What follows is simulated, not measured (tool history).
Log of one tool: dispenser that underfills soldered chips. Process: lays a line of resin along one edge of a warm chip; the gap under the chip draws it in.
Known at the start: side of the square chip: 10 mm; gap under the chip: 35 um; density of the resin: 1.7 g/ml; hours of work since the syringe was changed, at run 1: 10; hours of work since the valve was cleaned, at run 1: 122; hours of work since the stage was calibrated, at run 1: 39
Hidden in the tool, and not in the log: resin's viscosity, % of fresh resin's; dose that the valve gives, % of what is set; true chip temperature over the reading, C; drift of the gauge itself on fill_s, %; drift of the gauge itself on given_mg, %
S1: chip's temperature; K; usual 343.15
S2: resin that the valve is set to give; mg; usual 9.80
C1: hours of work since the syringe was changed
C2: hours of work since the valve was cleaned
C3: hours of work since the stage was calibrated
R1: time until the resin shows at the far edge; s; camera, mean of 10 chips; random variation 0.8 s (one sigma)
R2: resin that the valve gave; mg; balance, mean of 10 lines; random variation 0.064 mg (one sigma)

| run | hour | S1 | S2 | C1 | C2 | C3 | R1 | R2 |
|---|---|---|---|---|---|---|---|---|
| 1 | 0.0 | 343.15 | 9.80 | 10 | 122 | 39 | 109.5 | 8.77 |
|  | 2.5 | new syringe of resin |
| 2 | 6.5 | 343.15 | 11.51 | 3 | 126 | 43 | 81.8 | 10.19 |
| 3 | 13.6 | 343.15 | 10.66 | 7 | 131 | 48 | 97.5 | 9.43 |
|  | 18.6 | dispensing valve cleaned and set on the balance |
|  | 20.5 | new syringe of resin |
| 4 | 22.2 | 335.15 | 9.80 | 1 | 2 | 52 | 99.5 | 9.70 |
| 5 | 27.8 | 341.15 | 9.80 | 5 | 6 | 56 | 96.4 | 9.81 |
| 6 | 34.8 | 341.15 | 9.80 | 9 | 11 | 61 | 114.0 | 9.69 |
|  | 37.5 | new syringe of resin |
| 7 | 39.5 | 341.15 | 9.80 | 1 | 13 | 64 | 84.0 | 9.71 |
| 8 | 45.0 | 341.15 | 9.80 | 5 | 17 | 67 | 94.7 | 9.64 |
| 9 | 49.6 | 341.15 | 10.15 | 8 | 20 | 70 | 105.6 | 9.91 |
|  | 54.5 | new syringe of resin |
| 10 | 56.9 | 343.15 | 9.80 | 2 | 25 | 75 | 77.2 | 9.49 |
| 11 | 60.5 | 343.15 | 9.80 | 4 | 27 | 77 | 84.9 | 9.49 |
| 12 | 68.7 | 343.15 | 9.80 | 9 | 33 | 83 | 104.6 | 9.47 |
|  | 71.1 | new syringe of resin |
| 13 | 76.8 | 343.15 | 8.75 | 4 | 38 | 88 | 86.3 | 8.49 |
| 14 | 83.9 | 343.15 | 8.75 | 8 | 42 | 93 | 103.3 | 8.36 |
|  | 88.0 | new syringe of resin |
| 15 | 88.8 | 343.15 | 10.60 | 1 | 45 | 96 | 72.3 | 10.26 |
| 16 | 94.4 | 343.15 | 11.96 | 4 | 49 | 99 | 82.8 | 11.39 |
| 17 | 98.2 | 343.15 | 11.96 | 7 | 52 | 102 | 93.2 | 11.39 |
| 18 | 102.2 | 343.15 | 9.80 | 9 | 54 | 104 | 104.8 | 9.35 |
|  | 104.9 | new syringe of resin |
| 19 | 108.9 | 343.15 | 9.80 | 3 | 59 | 109 | 80.9 | 9.17 |
| 20 | 115.5 | 343.15 | 8.85 | 7 | 63 | 113 | 98.3 | 8.31 |
|  | 122.0 | new syringe of resin |
| 21 | 123.5 | 343.15 | 8.85 | 1 | 68 | 118 | 75.6 | 8.29 |
| 22 | 130.3 | 343.15 | 8.85 | 5 | 72 | 123 | 90.4 | 8.15 |
|  | 138.6 | new syringe of resin |
| 23 | 138.8 | 343.15 | 8.85 | 0 | 78 | 128 | 73.7 | 8.24 |
| 24 | 144.2 | 332.15 | 9.02 | 4 | 81 | 132 | 123.6 | 8.29 |
| 25 | 148.1 | 357.15 | 9.94 | 6 | 84 | 134 | 57.6 | 9.06 |
|  | 155.4 | new syringe of resin |
| 26 | 156.3 | 341.15 | 8.53 | 1 | 89 | 139 | 83.1 | 7.70 |
| 27 | 161.8 | 342.15 | 10.87 | 4 | 93 | 143 | 88.6 | 9.89 |
| 28 | 166.5 | 345.15 | 10.28 | 7 | 96 | 146 | 89.7 | 9.40 |
| 29 | 171.1 | 334.15 | 9.74 | 10 | 99 | 149 | 150.8 | 8.81 |
|  | 172.0 | new syringe of resin |
| 30 | 175.3 | 334.15 | 9.74 | 2 | 102 | 152 | 107.6 | 8.91 |
| 31 | 182.6 | 339.15 | 9.74 | 7 | 106 | 157 | 108.8 | 8.83 |
|  | 188.7 | new syringe of resin |
| 32 | 189.0 | 340.15 | 8.81 | 0 | 111 | 161 | 84.7 | 7.91 |
| 33 | 197.0 | 343.15 | 11.74 | 5 | 116 | 166 | 88.8 | 10.58 |
| 34 | 204.3 | 343.15 | 11.74 | 10 | 121 | 171 | 107.8 | 10.48 |
|  | 205.3 | new syringe of resin |
| 35 | 210.4 | 343.15 | 11.74 | 3 | 124 | 175 | 81.1 | 10.23 |

Forecast each of these 3 alternatives for the next run:
| A | 216.0 | 343.15 | 9.00 | 7 | 128 | 178 | ? | ? |
| B | 216.0 | 351.15 | 11.74 | 7 | 128 | 178 | ? | ? |
| C | 216.0 | 328.15 | 10.77 | 7 | 128 | 178 | ? | ? |

| run | R1 | R2 |
|---|---|---|
| A | 97.3 | 7.90 |
| B | 72.1 | 10.38 |
| C | 158.4 | 9.50 |
Without the tool's hidden state the same runs would have given:
| run | R1 | R2 |
|---|---|---|
| A | 75.8 | 8.95 |
| B | 57.2 | 11.76 |
| C | 125.7 | 10.77 |
